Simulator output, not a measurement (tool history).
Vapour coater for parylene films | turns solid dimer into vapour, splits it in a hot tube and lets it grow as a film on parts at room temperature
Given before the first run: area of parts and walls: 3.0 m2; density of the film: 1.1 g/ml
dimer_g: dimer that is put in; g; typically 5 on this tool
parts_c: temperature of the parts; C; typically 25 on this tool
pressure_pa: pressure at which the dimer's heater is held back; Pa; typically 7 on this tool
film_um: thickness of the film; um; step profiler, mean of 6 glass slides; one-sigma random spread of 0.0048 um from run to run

Run 1, day 0: usual settings. Result: film_um 0.884 um.
Run 2, day 0.479: usual settings but parts_c 21 C. Result: film_um 0.961 um.
Run 3, day 0.883: usual settings but parts_c 21 C. Result: film_um 0.965 um.
Run 4, day 1.425: usual settings but dimer_g 3 g, parts_c 21 C. Result: film_um 0.574 um.
Run 5, day 2.079: usual settings but parts_c 21 C. Result: film_um 0.96 um.
Run 6, day 2.712: usual settings but parts_c 21 C. Result: film_um 0.963 um.
Run 7, day 3.067: usual settings but parts_c 21 C. Result: film_um 0.964 um.
Run 8, day 3.479: usual settings but parts_c 21 C. Result: film_um 0.96 um.
Run 9, day 3.912: usual settings. Result: film_um 0.897 um.
Run 10, day 4.262: usual settings but pressure_pa 7.3 Pa. Result: film_um 0.884 um.
Run 11, day 4.658: usual settings but pressure_pa 7.3 Pa. Result: film_um 0.888 um.
Run 12, day 5.246: usual settings but pressure_pa 7.3 Pa. Result: film_um 0.875 um.
Run 13, day 5.55: usual settings. Result: film_um 0.883 um.
Run 14, day 5.908: usual settings but dimer_g 8 g. Result: film_um 1.422 um.
Run 15, day 6.367: usual settings but dimer_g 2 g, parts_c 37 C, pressure_pa 10.8 Pa. Result: film_um 0.266 um.
Run 16, day 7.108: usual settings but dimer_g 8 g, parts_c 23 C, pressure_pa 8.19 Pa. Result: film_um 1.433 um.
Run 17, day 7.488: usual settings but dimer_g 3 g, parts_c 17 C, pressure_pa 4.33 Pa. Result: film_um 0.675 um.
Run 18, day 8.079: usual settings but parts_c 23 C, pressure_pa 11.08 Pa. Result: film_um 0.849 um.

Expected results for the next run?
Run 19, day 8.454: usual settings but parts_c 23 C, pressure_pa 11.08 Pa. Result: film_um ?.

{"run 19": {"film_um": 0.837}}
If the tool had no hidden condition, the same run with the same run-to-run variation would have returned film_um 0.85 um.
